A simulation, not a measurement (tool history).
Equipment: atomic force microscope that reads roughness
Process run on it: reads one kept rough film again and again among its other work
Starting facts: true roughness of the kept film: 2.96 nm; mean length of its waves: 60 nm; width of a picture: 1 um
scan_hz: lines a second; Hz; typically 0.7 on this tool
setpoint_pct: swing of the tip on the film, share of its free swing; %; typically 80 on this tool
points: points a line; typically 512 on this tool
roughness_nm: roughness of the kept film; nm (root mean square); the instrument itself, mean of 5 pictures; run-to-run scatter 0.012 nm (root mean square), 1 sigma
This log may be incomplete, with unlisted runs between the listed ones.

run,hour,scan_hz,setpoint_pct,points,roughness_nm
1,0,0.7,80,512,2.705
2,18.8,0.7,80,512,2.713
3,36.9,0.7,80,512,2.725
4,53.4,0.7,73,512,2.753
5,62,0.7,73,512,2.733
6,72.9,0.567,73,512,2.76
7,90.3,0.567,73,512,2.761
8,107.4,0.567,73,512,2.752
9,123.4,0.567,73,512,2.758
10,134.9,2.703,73,512,2.443
11,143.3,0.7,72,512,2.723
12,159,0.7,72,512,2.735
13,169.3,0.7,80,512,2.655
14,186.9,0.558,80,512,2.706
15,200.1,0.558,80,512,2.693
16,211.1,0.7,80,512,2.674
# hour 217.2: new tip fitted
17,230.4,0.7,59,512,2.854
18,245.7,0.7,59,512,2.861
19,262.6,1.722,59,512,2.776
20,276.8,0.7,80,512,2.714
21,295.4,0.7,80,512,2.716
22,313.2,0.7,80,512,2.703
23,326.4,0.7,80,512,2.7
24,335.2,0.7,80,512,2.714
25,350.9,0.7,80,512,2.691
26,364.1,0.7,80,512,2.708
27,376.8,0.7,80,512,2.693
28,389.4,1.014,60,317,2.753
29,402.1,1.767,60,339,2.709
30,412.7,0.7,88,446,2.618
31,425,0.7,88,446,2.601
32,443.8,3.745,70,364,2.361
33,455.9,0.7,80,499,2.666
34,467.6,0.742,90,499,2.568
35,483.7,0.7,76,939,2.699
36,493.4,0.7,76,939,2.71
37,510.8,0.7,73,547,2.7
38,523.6,0.7,80,717,2.647
39,540.2,0.713,58,642,2.783
# hour 543.2: new tip fitted
40,555.9,0.543,60,687,2.847
41,572.6,0.543,60,687,2.839
42,583,0.55,80,512,2.735
43,592.6,0.976,76,485,2.7
44,603.6,0.976,76,485,2.685
45,613.1,1.231,56,542,2.812
46,631.9,0.606,81,512,2.733
47,650.8,3.157,56,512,2.695
48,665,3.015,72,652,2.44
49,675.7,1.398,66,716,2.722
50,691.9,1.398,66,716,2.712
51,703.7,1.398,66,716,2.712
52,723,0.614,80,402,2.71

Below, some changes in roughness_nm between adjacent runs. For each, the amount present without the hidden state too (settings, incoming material, random variation) and the amount remaining for the hidden state with gauge scatter not shared by both compared results:
What the log doesn't record here: radius of the tip, nm; height scale over the true one, %; drift of the gauge itself on roughness_nm, %.
Run 9 -> 10: scan_hz 0.567 -> 2.703. roughness_nm -0.315 nm (root mean square): hidden state +0.004, all else -0.319.
Run 16 -> 17: setpoint_pct 80 -> 59, new tip fitted. roughness_nm +0.18 nm (root mean square): hidden state +0.065, all else +0.115.
Run 32 -> 33: scan_hz 3.745 -> 0.7, setpoint_pct 70 -> 80, points 364 -> 499. roughness_nm +0.305 nm (root mean square): hidden state -0.01, all else +0.315.
Run 39 -> 40: scan_hz 0.713 -> 0.543, setpoint_pct 58 -> 60, points 642 -> 687, new tip fitted. roughness_nm +0.064 nm (root mean square): hidden state +0.071, all else -0.007.
Run 48 -> 49: scan_hz 3.015 -> 1.398, setpoint_pct 72 -> 66, points 652 -> 716. roughness_nm +0.282 nm (root mean square): hidden state -0.007, all else +0.289.

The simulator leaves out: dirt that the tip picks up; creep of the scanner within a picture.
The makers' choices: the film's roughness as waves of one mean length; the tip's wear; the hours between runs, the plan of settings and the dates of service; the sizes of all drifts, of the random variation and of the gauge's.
